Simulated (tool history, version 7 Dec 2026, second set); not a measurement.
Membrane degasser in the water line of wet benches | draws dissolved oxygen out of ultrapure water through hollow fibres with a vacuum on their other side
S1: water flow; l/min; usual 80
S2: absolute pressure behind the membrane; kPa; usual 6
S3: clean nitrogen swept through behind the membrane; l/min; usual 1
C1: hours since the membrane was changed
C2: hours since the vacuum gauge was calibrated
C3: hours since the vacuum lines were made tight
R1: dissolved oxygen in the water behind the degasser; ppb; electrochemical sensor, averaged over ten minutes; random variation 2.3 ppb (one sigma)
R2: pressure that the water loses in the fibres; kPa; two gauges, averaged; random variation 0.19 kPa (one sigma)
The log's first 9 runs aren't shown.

run 10 hour=713.4 | S1=80 S2=8.92 S3=1 | C1=1922 C2=1638 C3=6041 | R1=747.9 R2=36.81
run 11 hour=768.7 | S1=80 S2=8.92 S3=1 | C1=1978 C2=1693 C3=6096 | R1=747.4 R2=36.65
run 12 hour=854.1 | S1=80 S2=8.92 S3=1 | C1=2063 C2=1778 C3=6181 | R1=757.6 R2=36.75
run 13 hour=951.5 | S1=80 S2=8.92 S3=2.43 | C1=2161 C2=1876 C3=6279 | R1=412.5 R2=36.6
run 14 hour=1022 | S1=80 S2=3.99 S3=2.43 | C1=2231 C2=1946 C3=6349 | R1=88.9 R2=36.6
run 15 hour=1081.4 | S1=80 S2=3.99 S3=2.43 | C1=2290 C2=2006 C3=6409 | R1=87.6 R2=36.45
run 16 hour=1132.7 | S1=80 S2=8.61 S3=2.43 | C1=2342 C2=2057 C3=6460 | R1=391.9 R2=36.61
run 17 hour=1179.7 | S1=57 S2=8.61 S3=0.43 | C1=2389 C2=2104 C3=6507 | R1=928.5 R2=26.38
run 18 hour=1243.2 | S1=73 S2=8.32 S3=0.6 | C1=2452 C2=2167 C3=6570 | R1=860.3 R2=33.64
-- hour=1310.6 seals of the vacuum lines changed
run 19 hour=1332.6 | S1=75 S2=9.23 S3=2.67 | C1=2540 C2=2255 C3=22 | R1=370.5 R2=34.38
run 20 hour=1398.6 | S1=92 S2=5.88 S3=1.56 | C1=2606 C2=2321 C3=88 | R1=342.5 R2=42.09
run 21 hour=1494.8 | S1=102 S2=6 S3=1.35 | C1=2702 C2=2417 C3=184 | R1=440.4 R2=46.53
run 22 hour=1584.5 | S1=59 S2=8.38 S3=0.45 | C1=2791 C2=2507 C3=274 | R1=892.3 R2=27.25
run 23 hour=1639.6 | S1=59 S2=8.38 S3=1.52 | C1=2847 C2=2562 C3=329 | R1=399 R2=26.78
run 24 hour=1735 | S1=59 S2=8.38 S3=1.52 | C1=2942 C2=2657 C3=424 | R1=402.5 R2=27.27
run 25 hour=1827.6 | S1=59 S2=8.38 S3=1.52 | C1=3035 C2=2750 C3=517 | R1=405.1 R2=27.21
run 26 hour=1916.6 | S1=59 S2=8.38 S3=1.52 | C1=3124 C2=2839 C3=606 | R1=401.6 R2=27
run 27 hour=2000.9 | S1=59 S2=8.38 S3=1.52 | C1=3208 C2=2923 C3=690 | R1=400.8 R2=27.13
run 28 hour=2067.7 | S1=76 S2=8.8 S3=0.85 | C1=3275 C2=2990 C3=757 | R1=790.4 R2=35.09
run 29 hour=2132.7 | S1=118 S2=4.33 S3=1.31 | C1=3340 C2=3055 C3=822 | R1=308.8 R2=54.08
run 30 hour=2204.2 | S1=123 S2=6.73 S3=0.85 | C1=3411 C2=3126 C3=894 | R1=799.5 R2=56.26
run 31 hour=2267.6 | S1=123 S2=6.73 S3=0.85 | C1=3475 C2=3190 C3=957 | R1=797.4 R2=56.64
run 32 hour=2361.3 | S1=123 S2=6.73 S3=0.85 | C1=3568 C2=3284 C3=1051 | R1=795.2 R2=56.39

3 ways to go on from here, each from the tool as it stands after run 32. What would each give?
run A hour=2462 | S1=123 S2=4.61 S3=0.85 | C1=3669 C2=3384 C3=1151 | R1=? R2=?
run B hour=2462 | S1=56 S2=6 S3=1.48 | C1=3669 C2=3384 C3=1151 | R1=? R2=?
run C hour=2462 | S1=85 S2=9.05 S3=1.33 | C1=3669 C2=3384 C3=1151 | R1=? R2=?

run=A R1=429.6 R2=56.72
run=B R1=222.2 R2=25.83
run=C R1=684.2 R2=39.35
Without the tool's hidden state the same runs would have given:
run=A R1=407.7 R2=56.06
run=B R1=215.4 R2=25.53
run=C R1=673.4 R2=38.9
